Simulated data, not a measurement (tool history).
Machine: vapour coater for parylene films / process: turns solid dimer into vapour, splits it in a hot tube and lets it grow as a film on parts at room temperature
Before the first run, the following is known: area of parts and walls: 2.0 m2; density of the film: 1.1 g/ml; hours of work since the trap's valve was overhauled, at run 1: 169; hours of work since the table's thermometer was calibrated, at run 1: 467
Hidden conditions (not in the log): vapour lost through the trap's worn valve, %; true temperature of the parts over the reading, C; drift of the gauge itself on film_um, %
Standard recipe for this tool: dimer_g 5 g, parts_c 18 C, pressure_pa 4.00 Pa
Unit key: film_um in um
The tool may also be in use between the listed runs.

run,hour,dimer_g,parts_c,pressure_pa,hours of work since the trap's valve was overhauled,hours of work since the table's thermometer was calibrated,film_um
1,0.0,5,18,4.00,169,467,1.379
2,13.4,5,17,4.00,181,478,1.430
3,26.9,5,11,4.00,192,490,1.799
4,37.5,5,12,4.00,202,499,1.737
5,58.7,5,12,4.00,220,518,1.733
6,72.8,5,16,4.00,232,530,1.491
7,88.9,5,16,4.00,247,544,1.494
8,105.8,5,18,4.00,261,559,1.371
9,118.9,3,18,4.00,273,570,0.825
10,130.6,3,18,4.00,283,581,0.828
11,144.1,3,18,4.00,295,592,0.826
12,164.4,5,14,4.00,312,610,1.597
13,174.8,5,23,4.00,321,619,1.141
14,189.1,2,16,3.31,334,632,0.615
15,206.2,2,16,3.31,349,646,0.620
16,222.2,2,18,4.54,363,660,0.530

Expected results for the next run?
17,236.3,5,13,4.00,375,673,?

{"run 17": {"film_um": 1.656}}
With the hidden condition absent and the run-to-run variation left alone, this run would have shown film_um 1.663 um.

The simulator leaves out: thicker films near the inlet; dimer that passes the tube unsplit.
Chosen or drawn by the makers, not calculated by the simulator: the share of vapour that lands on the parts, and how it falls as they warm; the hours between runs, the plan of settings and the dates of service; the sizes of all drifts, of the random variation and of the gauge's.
